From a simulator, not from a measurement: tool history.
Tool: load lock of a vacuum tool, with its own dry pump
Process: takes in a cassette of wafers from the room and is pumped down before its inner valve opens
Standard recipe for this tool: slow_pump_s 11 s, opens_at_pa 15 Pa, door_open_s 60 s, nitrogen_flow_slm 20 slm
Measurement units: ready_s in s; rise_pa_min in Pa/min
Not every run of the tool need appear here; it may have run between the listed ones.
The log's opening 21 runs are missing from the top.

| run | day | slow_pump_s | opens_at_pa | door_open_s | nitrogen_flow_slm | hours that the pump has run since its overhaul | times that the door has closed on its seal | incoming humidity of the room's air, % | ready_s | rise_pa_min |
|---|---|---|---|---|---|---|---|---|---|---|
| 22 | 414.771 | 9 | 15 | 36 | 7 | 15385 | 7617 | 45.3 | 18.4 | 0.044 |
| 23 | 427.788 | 15 | 22 | 66 | 4 | 15698 | 8356 | 47.6 | 22.6 | 0.07 |
| 24 | 451.504 | 15 | 22 | 66 | 4 | 16267 | 9702 | 44.5 | 22.8 | 0.067 |
| 25 | 470.879 | 6 | 12 | 66 | 4 | 16732 | 10802 | 44.1 | 16.3 | 0.066 |
| 26 | 483.158 | 6 | 12 | 66 | 4 | 17027 | 11499 | 44.2 | 16.1 | 0.062 |
| 27 | 510.75 | 6 | 12 | 66 | 4 | 17689 | 13065 | 45.9 | 16.3 | 0.061 |
| 28 | 541.1 | 6 | 12 | 66 | 4 | 18417 | 14788 | 47.1 | 16.4 | 0.061 |
| 29 | 555.612 | 11 | 14 | 66 | 22 | 18766 | 15612 | 45.3 | 19.9 | 0.05 |
| 30 | 572.204 | 11 | 14 | 66 | 22 | 19164 | 16554 | 47 | 20.1 | 0.052 |
| 31 | 589.775 | 21 | 19 | 33 | 14 | 19586 | 17552 | 42.8 | 27.7 | 0.035 |
| 32 | 619.558 | 21 | 28 | 67 | 14 | 20300 | 19242 | 42.6 | 27.3 | 0.053 |
| 33 | 648.879 | 21 | 28 | 182 | 10 | 21004 | 20907 | 44.8 | 27.2 | 0.109 |
| 34 | 673.067 | 11 | 15 | 30 | 29 | 21585 | 22280 | 46.9 | 20.2 | 0.03 |
| 35 | 688.438 | 21 | 16 | 109 | 27 | 21953 | 23153 | 46.4 | 27.9 | 0.064 |
| 36 | 712.742 | 10 | 28 | 109 | 11 | 22537 | 24533 | 43.9 | 18.4 | 0.077 |
| 37 | 731.821 | 10 | 28 | 109 | 11 | 22995 | 25616 | 45 | 18.5 | 0.076 |

4 ways to go on from here, each from the tool as it stands after run 37. What would each give?
| A | 745.388 | 10 | 28 | 109 | 5 | 23320 | 26386 | 43.3 | ? | ? |
| B | 745.388 | 17 | 15 | 60 | 14 | 23320 | 26386 | 48.2 | ? | ? |
| C | 745.388 | 11 | 28 | 60 | 20 | 23320 | 26386 | 48.5 | ? | ? |
| D | 745.388 | 7 | 15 | 60 | 20 | 23320 | 26386 | 46.9 | ? | ? |

| run | ready_s | rise_pa_min |
|---|---|---|
| A | 18.6 | 0.086 |
| B | 25.3 | 0.058 |
| C | 19.4 | 0.046 |
| D | 17.1 | 0.052 |
With no hidden state in the tool, these same runs would have given:
| run | ready_s | rise_pa_min |
|---|---|---|
| A | 18.5 | 0.085 |
| B | 25.3 | 0.058 |
| C | 19.4 | 0.045 |
| D | 17.1 | 0.052 |

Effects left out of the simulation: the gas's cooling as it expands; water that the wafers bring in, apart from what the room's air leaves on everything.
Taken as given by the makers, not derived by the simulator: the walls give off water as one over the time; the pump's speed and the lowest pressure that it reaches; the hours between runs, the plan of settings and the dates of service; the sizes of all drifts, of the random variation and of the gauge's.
